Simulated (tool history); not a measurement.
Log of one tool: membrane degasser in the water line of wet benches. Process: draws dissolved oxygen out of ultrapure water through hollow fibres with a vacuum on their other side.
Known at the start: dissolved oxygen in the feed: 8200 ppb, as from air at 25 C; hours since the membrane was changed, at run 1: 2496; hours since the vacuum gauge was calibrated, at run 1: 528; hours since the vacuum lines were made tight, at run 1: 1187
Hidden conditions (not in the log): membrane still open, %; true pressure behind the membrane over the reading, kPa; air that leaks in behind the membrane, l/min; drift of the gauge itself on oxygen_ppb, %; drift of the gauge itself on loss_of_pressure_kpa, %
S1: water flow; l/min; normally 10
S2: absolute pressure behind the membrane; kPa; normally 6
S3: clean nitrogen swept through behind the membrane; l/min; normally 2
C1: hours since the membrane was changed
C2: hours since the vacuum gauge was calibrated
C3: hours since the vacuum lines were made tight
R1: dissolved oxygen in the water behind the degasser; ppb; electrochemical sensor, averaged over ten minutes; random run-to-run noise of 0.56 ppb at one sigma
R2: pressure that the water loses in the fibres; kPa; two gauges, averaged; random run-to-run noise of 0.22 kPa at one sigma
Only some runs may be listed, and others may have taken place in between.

{"run": 1, "hour": 0.0, "S1": 10, "S2": 6, "S3": 2, "C1": 2496, "C2": 528, "C3": 1187, "R1": 49.4, "R2": 53.05}
{"run": 2, "hour": 35.8, "S1": 10, "S2": 6, "S3": 2, "C1": 2532, "C2": 564, "C3": 1223, "R1": 49.6, "R2": 53.01}
{"run": 3, "hour": 98.7, "S1": 10, "S2": 6, "S3": 2, "C1": 2595, "C2": 626, "C3": 1286, "R1": 50.1, "R2": 53.33}
{"run": 4, "hour": 171.9, "S1": 10, "S2": 6, "S3": 2, "C1": 2668, "C2": 700, "C3": 1359, "R1": 50.7, "R2": 53.49}
{"run": 5, "hour": 223.6, "S1": 10, "S2": 6, "S3": 2, "C1": 2719, "C2": 751, "C3": 1411, "R1": 50.6, "R2": 53.41}
{"run": 6, "hour": 272.3, "S1": 10, "S2": 6, "S3": 2, "C1": 2768, "C2": 800, "C3": 1460, "R1": 51.2, "R2": 53.51}
{"run": 7, "hour": 326.2, "S1": 10, "S2": 6, "S3": 2, "C1": 2822, "C2": 854, "C3": 1514, "R1": 50, "R2": 53.39}
{"run": 8, "hour": 403.9, "S1": 15, "S2": 6, "S3": 2, "C1": 2900, "C2": 932, "C3": 1591, "R1": 124.1, "R2": 80.19}
{"run": 9, "hour": 442.6, "S1": 6, "S2": 6, "S3": 2, "C1": 2938, "C2": 970, "C3": 1630, "R1": 23.5, "R2": 31.92}
{"run": 10, "hour": 496.8, "S1": 6, "S2": 6, "S3": 4.87, "C1": 2993, "C2": 1024, "C3": 1684, "R1": 10, "R2": 32.19}
{"run": 11, "hour": 570.1, "S1": 10, "S2": 8.71, "S3": 2, "C1": 3066, "C2": 1098, "C3": 1758, "R1": 84.1, "R2": 53.49}
{"run": 12, "hour": 625.2, "S1": 6, "S2": 11.8, "S3": 2, "C1": 3121, "C2": 1153, "C3": 1813, "R1": 66.8, "R2": 32.02}
{"run": 13, "hour": 692.9, "S1": 10, "S2": 4.7, "S3": 1.11, "C1": 3189, "C2": 1221, "C3": 1880, "R1": 50.4, "R2": 53.51}
{"hour": 697.7, "done": "vacuum gauge calibrated"}
{"run": 14, "hour": 730.9, "S1": 8, "S2": 6, "S3": 5.5, "C1": 3226, "C2": 33, "C3": 1918, "R1": 16.2, "R2": 43.02}
{"run": 15, "hour": 795.6, "S1": 8, "S2": 6, "S3": 5.5, "C1": 3291, "C2": 98, "C3": 1983, "R1": 16.4, "R2": 43}
{"run": 16, "hour": 847.2, "S1": 16, "S2": 6, "S3": 5.5, "C1": 3343, "C2": 149, "C3": 2034, "R1": 111.4, "R2": 86.07}
{"hour": 871.5, "done": "vacuum gauge calibrated, once more"}
{"run": 17, "hour": 884.3, "S1": 16, "S2": 6, "S3": 5.5, "C1": 3379, "C2": 13, "C3": 2071, "R1": 111.3, "R2": 85.45}
{"run": 18, "hour": 923.9, "S1": 16, "S2": 6, "S3": 5.5, "C1": 3419, "C2": 52, "C3": 2110, "R1": 113, "R2": 85.29}
{"run": 19, "hour": 994.9, "S1": 16, "S2": 6.71, "S3": 2.28, "C1": 3490, "C2": 123, "C3": 2181, "R1": 150.1, "R2": 86.23}
{"run": 20, "hour": 1033.3, "S1": 9, "S2": 9.64, "S3": 1.44, "C1": 3528, "C2": 162, "C3": 2220, "R1": 107.9, "R2": 48.56}
{"run": 21, "hour": 1088.5, "S1": 7, "S2": 5.16, "S3": 1.29, "C1": 3583, "C2": 217, "C3": 2275, "R1": 29.5, "R2": 37.88}

Here are 3 independent what-if runs from the current tool condition. What would each one return?
{"run": "A", "hour": 1155.6, "S1": 10, "S2": 5.16, "S3": 1.29, "C1": 3650, "C2": 284, "C3": 2342, "R1": "?", "R2": "?"}
{"run": "B", "hour": 1155.6, "S1": 10, "S2": 5.47, "S3": 5.05, "C1": 3650, "C2": 284, "C3": 2342, "R1": "?", "R2": "?"}
{"run": "C", "hour": 1155.6, "S1": 7, "S2": 3.63, "S3": 3.26, "C1": 3650, "C2": 284, "C3": 2342, "R1": "?", "R2": "?"}

run=A R1=54.4 R2=53.28
run=B R1=27.8 R2=53.33
run=C R1=5.3 R2=37.28
Had the tool no hidden state, the same runs would have come out as:
run=A R1=51.1 R2=52.18
run=B R1=25.4 R2=52.22
run=C R1=4.6 R2=36.51
